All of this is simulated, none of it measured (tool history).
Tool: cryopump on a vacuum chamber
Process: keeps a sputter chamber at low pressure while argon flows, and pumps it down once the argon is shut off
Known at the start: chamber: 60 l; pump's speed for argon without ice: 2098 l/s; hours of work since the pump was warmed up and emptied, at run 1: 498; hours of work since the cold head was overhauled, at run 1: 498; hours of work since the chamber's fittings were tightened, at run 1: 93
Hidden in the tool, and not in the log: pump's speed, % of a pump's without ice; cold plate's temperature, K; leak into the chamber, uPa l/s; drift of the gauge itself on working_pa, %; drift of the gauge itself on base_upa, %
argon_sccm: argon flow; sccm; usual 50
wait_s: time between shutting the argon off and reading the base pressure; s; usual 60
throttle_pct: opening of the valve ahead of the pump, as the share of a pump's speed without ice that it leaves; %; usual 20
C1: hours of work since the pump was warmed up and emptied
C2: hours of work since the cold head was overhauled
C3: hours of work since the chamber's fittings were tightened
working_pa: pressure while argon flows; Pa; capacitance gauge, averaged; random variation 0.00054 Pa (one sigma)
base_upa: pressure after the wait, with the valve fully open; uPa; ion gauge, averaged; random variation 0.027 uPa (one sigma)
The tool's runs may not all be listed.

run 1 hour=0.0 | argon_sccm=50 wait_s=60 throttle_pct=20 | C1=498 C2=498 C3=93 | working_pa=0.2051 base_upa=1.22
run 2 hour=103.4 | argon_sccm=50 wait_s=60 throttle_pct=20 | C1=552 C2=552 C3=147 | working_pa=0.2064 base_upa=1.32
run 3 hour=161.8 | argon_sccm=50 wait_s=60 throttle_pct=20 | C1=582 C2=582 C3=178 | working_pa=0.2059 base_upa=1.25
run 4 hour=263.8 | argon_sccm=50 wait_s=60 throttle_pct=20 | C1=636 C2=636 C3=231 | working_pa=0.2066 base_upa=1.34
run 5 hour=380.0 | argon_sccm=50 wait_s=291 throttle_pct=20 | C1=697 C2=697 C3=292 | working_pa=0.2076 base_upa=0.53
run 6 hour=443.9 | argon_sccm=50 wait_s=291 throttle_pct=20 | C1=730 C2=730 C3=326 | working_pa=0.2071 base_upa=0.52
run 7 hour=496.8 | argon_sccm=50 wait_s=60 throttle_pct=20 | C1=758 C2=758 C3=354 | working_pa=0.2075 base_upa=1.35
run 8 hour=595.9 | argon_sccm=50 wait_s=60 throttle_pct=20 | C1=810 C2=810 C3=406 | working_pa=0.2081 base_upa=1.39
run 9 hour=651.8 | argon_sccm=50 wait_s=60 throttle_pct=20 | C1=840 C2=840 C3=435 | working_pa=0.2101 base_upa=1.39
run 10 hour=701.2 | argon_sccm=50 wait_s=60 throttle_pct=20 | C1=865 C2=865 C3=461 | working_pa=0.2090 base_upa=1.38
-- hour=781.1 pump warmed up, emptied and cooled again
run 11 hour=782.9 | argon_sccm=50 wait_s=60 throttle_pct=20 | C1=1 C2=906 C3=501 | working_pa=0.2020 base_upa=1.45
run 12 hour=859.5 | argon_sccm=50 wait_s=60 throttle_pct=20 | C1=41 C2=946 C3=541 | working_pa=0.2015 base_upa=1.42
run 13 hour=919.4 | argon_sccm=50 wait_s=60 throttle_pct=20 | C1=73 C2=977 C3=573 | working_pa=0.2031 base_upa=1.38
run 14 hour=976.8 | argon_sccm=50 wait_s=60 throttle_pct=20 | C1=103 C2=1007 C3=603 | working_pa=0.2027 base_upa=1.41
run 15 hour=1049.7 | argon_sccm=50 wait_s=60 throttle_pct=20 | C1=141 C2=1046 C3=641 | working_pa=0.2026 base_upa=1.47
run 16 hour=1149.5 | argon_sccm=51 wait_s=60 throttle_pct=20 | C1=193 C2=1098 C3=693 | working_pa=0.2072 base_upa=1.48
run 17 hour=1218.3 | argon_sccm=51 wait_s=60 throttle_pct=20 | C1=229 C2=1134 C3=730 | working_pa=0.2078 base_upa=1.46
run 18 hour=1298.5 | argon_sccm=50 wait_s=37 throttle_pct=29 | C1=271 C2=1176 C3=772 | working_pa=0.1417 base_upa=2.14
run 19 hour=1407.8 | argon_sccm=50 wait_s=37 throttle_pct=29 | C1=329 C2=1233 C3=829 | working_pa=0.1425 base_upa=2.15
run 20 hour=1461.8 | argon_sccm=25 wait_s=171 throttle_pct=18 | C1=357 C2=1262 C3=857 | working_pa=0.1133 base_upa=0.88
run 21 hour=1547.2 | argon_sccm=25 wait_s=171 throttle_pct=18 | C1=402 C2=1307 C3=902 | working_pa=0.1137 base_upa=0.91
run 22 hour=1602.9 | argon_sccm=58 wait_s=124 throttle_pct=20 | C1=431 C2=1336 C3=931 | working_pa=0.2389 base_upa=1.09
run 23 hour=1701.3 | argon_sccm=58 wait_s=124 throttle_pct=20 | C1=483 C2=1387 C3=983 | working_pa=0.2383 base_upa=1.13
run 24 hour=1794.1 | argon_sccm=37 wait_s=27 throttle_pct=24 | C1=531 C2=1436 C3=1032 | working_pa=0.1276 base_upa=2.98
run 25 hour=1848.5 | argon_sccm=37 wait_s=27 throttle_pct=24 | C1=560 C2=1465 C3=1060 | working_pa=0.1279 base_upa=2.90
run 26 hour=1917.8 | argon_sccm=37 wait_s=27 throttle_pct=24 | C1=596 C2=1501 C3=1097 | working_pa=0.1276 base_upa=2.96
run 27 hour=1984.3 | argon_sccm=37 wait_s=27 throttle_pct=24 | C1=631 C2=1536 C3=1131 | working_pa=0.1291 base_upa=2.94
run 28 hour=2044.6 | argon_sccm=37 wait_s=27 throttle_pct=24 | C1=663 C2=1567 C3=1163 | working_pa=0.1280 base_upa=3.02
run 29 hour=2113.4 | argon_sccm=37 wait_s=27 throttle_pct=24 | C1=699 C2=1604 C3=1199 | working_pa=0.1281 base_upa=2.97
run 30 hour=2185.1 | argon_sccm=68 wait_s=71 throttle_pct=19 | C1=736 C2=1641 C3=1237 | working_pa=0.2964 base_upa=1.69
run 31 hour=2273.6 | argon_sccm=50 wait_s=22 throttle_pct=46 | C1=783 C2=1688 C3=1283 | working_pa=0.0943 base_upa=3.65
run 32 hour=2364.1 | argon_sccm=89 wait_s=22 throttle_pct=31 | C1=830 C2=1735 C3=1331 | working_pa=0.2447 base_upa=3.63
run 33 hour=2432.2 | argon_sccm=92 wait_s=126 throttle_pct=35 | C1=866 C2=1771 C3=1366 | working_pa=0.2254 base_upa=1.30

Hidden state at the last listed run before each entry between runs and at the first one after, where it differs:
Between runs 10 and 11: pump warmed up, emptied and cooled again (hour 781.1)
  pump's speed, % of a pump's without ice: 85.5 -> 99.5; cold plate's temperature, K: 12.59 -> 12.61; leak into the chamber, uPa l/s: 688 -> 723
  measured less the result without the state, working_pa: +0.0074 -> +0.0007 Pa; base_upa: +0.24 -> +0.21 uPa
